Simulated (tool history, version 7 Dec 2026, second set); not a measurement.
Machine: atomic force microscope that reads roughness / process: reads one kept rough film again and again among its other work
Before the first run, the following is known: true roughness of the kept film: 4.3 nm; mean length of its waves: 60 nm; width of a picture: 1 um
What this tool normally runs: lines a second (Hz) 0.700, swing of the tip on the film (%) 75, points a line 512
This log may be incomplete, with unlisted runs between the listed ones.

| run | hour | lines a second (Hz) | swing of the tip on the film (%) | points a line | roughness of the kept film (nm (root mean square)) |
|---|---|---|---|---|---|
| 1 | 0.0 | 0.700 | 75 | 512 | 4.044 |
| 2 | 33.0 | 0.700 | 75 | 512 | 3.912 |
|  | 57.8 | new tip fitted |
| 3 | 60.5 | 0.700 | 61 | 512 | 4.147 |
| 4 | 77.0 | 0.615 | 75 | 512 | 4.038 |
| 5 | 105.2 | 0.700 | 75 | 512 | 3.900 |
|  | 124.3 | new tip fitted |
| 6 | 124.3 | 0.700 | 57 | 512 | 4.161 |
| 7 | 148.7 | 0.700 | 75 | 587 | 3.965 |
| 8 | 180.9 | 0.700 | 75 | 587 | 3.847 |
|  | 190.8 | new tip fitted |
| 9 | 204.6 | 1.457 | 75 | 512 | 3.918 |
| 10 | 226.4 | 0.700 | 75 | 512 | 3.942 |
| 11 | 248.1 | 0.700 | 75 | 512 | 3.851 |
|  | 258.4 | new tip fitted |
| 12 | 265.0 | 0.700 | 75 | 512 | 4.044 |
| 13 | 289.6 | 0.700 | 75 | 512 | 3.936 |
| 14 | 309.0 | 0.700 | 75 | 358 | 3.865 |
|  | 324.6 | new tip fitted |
| 15 | 336.1 | 0.700 | 75 | 358 | 4.004 |
| 16 | 353.7 | 2.505 | 75 | 512 | 3.724 |
| 17 | 377.7 | 2.505 | 75 | 512 | 3.669 |
|  | 391.9 | new tip fitted |
| 18 | 411.9 | 0.650 | 75 | 512 | 3.993 |
| 19 | 433.4 | 0.700 | 77 | 512 | 3.884 |
|  | 457.8 | new tip fitted |
| 20 | 461.7 | 1.030 | 58 | 503 | 4.082 |
| 21 | 491.1 | 1.327 | 86 | 468 | 3.713 |
| 22 | 523.0 | 1.450 | 75 | 512 | 3.714 |
|  | 525.2 | new tip fitted |
| 23 | 542.8 | 0.730 | 75 | 267 | 3.950 |
| 24 | 567.5 | 0.645 | 87 | 276 | 3.788 |
|  | 593.0 | new tip fitted |
| 25 | 602.5 | 0.700 | 75 | 299 | 4.000 |
| 26 | 631.7 | 3.808 | 73 | 512 | 3.607 |
|  | 658.4 | new tip fitted |
| 27 | 660.1 | 0.844 | 71 | 586 | 4.087 |
| 28 | 675.8 | 1.537 | 65 | 269 | 3.953 |
| 29 | 694.6 | 0.875 | 63 | 269 | 3.935 |
| 30 | 717.6 | 0.875 | 63 | 269 | 3.856 |
|  | 726.6 | new tip fitted |
| 31 | 752.4 | 0.875 | 63 | 269 | 3.988 |
| 32 | 779.7 | 0.875 | 63 | 269 | 3.850 |
|  | 793.0 | new tip fitted |
| 33 | 803.3 | 0.875 | 56 | 276 | 4.042 |
| 34 | 818.8 | 1.673 | 89 | 272 | 3.626 |

Predict the results of run 35:
| 35 | 845.7 | 2.283 | 60 | 512 | ? |

roughness of the kept film (nm (root mean square)): 3.821
Had the tool carried no hidden state, the very same run would have given roughness of the kept film (nm (root mean square)) 4.070.
